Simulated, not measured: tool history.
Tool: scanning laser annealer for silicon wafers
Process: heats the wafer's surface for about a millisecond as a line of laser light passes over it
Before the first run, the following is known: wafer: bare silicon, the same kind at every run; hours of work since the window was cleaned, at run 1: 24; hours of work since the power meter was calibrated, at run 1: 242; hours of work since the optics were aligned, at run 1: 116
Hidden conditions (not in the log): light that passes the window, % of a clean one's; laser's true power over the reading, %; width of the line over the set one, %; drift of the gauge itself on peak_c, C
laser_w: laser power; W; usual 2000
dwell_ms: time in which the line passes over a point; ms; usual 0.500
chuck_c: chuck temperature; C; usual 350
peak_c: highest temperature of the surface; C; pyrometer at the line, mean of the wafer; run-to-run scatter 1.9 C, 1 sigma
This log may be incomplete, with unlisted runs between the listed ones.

| run | hour | laser_w | dwell_ms | chuck_c | hours of work since the window was cleaned | hours of work since the power meter was calibrated | hours of work since the optics were aligned | peak_c |
|---|---|---|---|---|---|---|---|---|
| 1 | 0.0 | 2000 | 0.500 | 350 | 24 | 242 | 116 | 1119 |
| 2 | 8.0 | 2000 | 0.500 | 385 | 29 | 247 | 121 | 1145 |
| 3 | 17.6 | 2119 | 0.500 | 350 | 34 | 252 | 126 | 1176 |
| 4 | 23.8 | 2119 | 0.500 | 350 | 38 | 256 | 130 | 1175 |
| 5 | 30.9 | 2119 | 0.500 | 350 | 42 | 260 | 134 | 1173 |
| 6 | 38.8 | 1905 | 0.558 | 350 | 47 | 265 | 139 | 1108 |
| 7 | 46.8 | 1905 | 0.558 | 350 | 51 | 269 | 144 | 1105 |
| 8 | 55.5 | 2175 | 0.550 | 323 | 57 | 275 | 149 | 1215 |
| 9 | 61.6 | 1865 | 0.473 | 378 | 60 | 278 | 152 | 1055 |
| 10 | 68.4 | 2173 | 0.608 | 350 | 64 | 282 | 156 | 1286 |

Each row is a separate what-if for the run after 10, all from the same tool condition, not one after another. Results?
| A | 75.6 | 1886 | 0.387 | 350 | 68 | 286 | 160 | ? |
| B | 75.6 | 2173 | 0.608 | 380 | 68 | 286 | 160 | ? |
| C | 75.6 | 1959 | 0.608 | 324 | 68 | 286 | 160 | ? |

| run | peak_c |
|---|---|
| A | 969 |
| B | 1319 |
| C | 1139 |
What these runs would have given with no unlogged condition in the tool:
| run | peak_c |
|---|---|
| A | 978 |
| B | 1332 |
| C | 1150 |
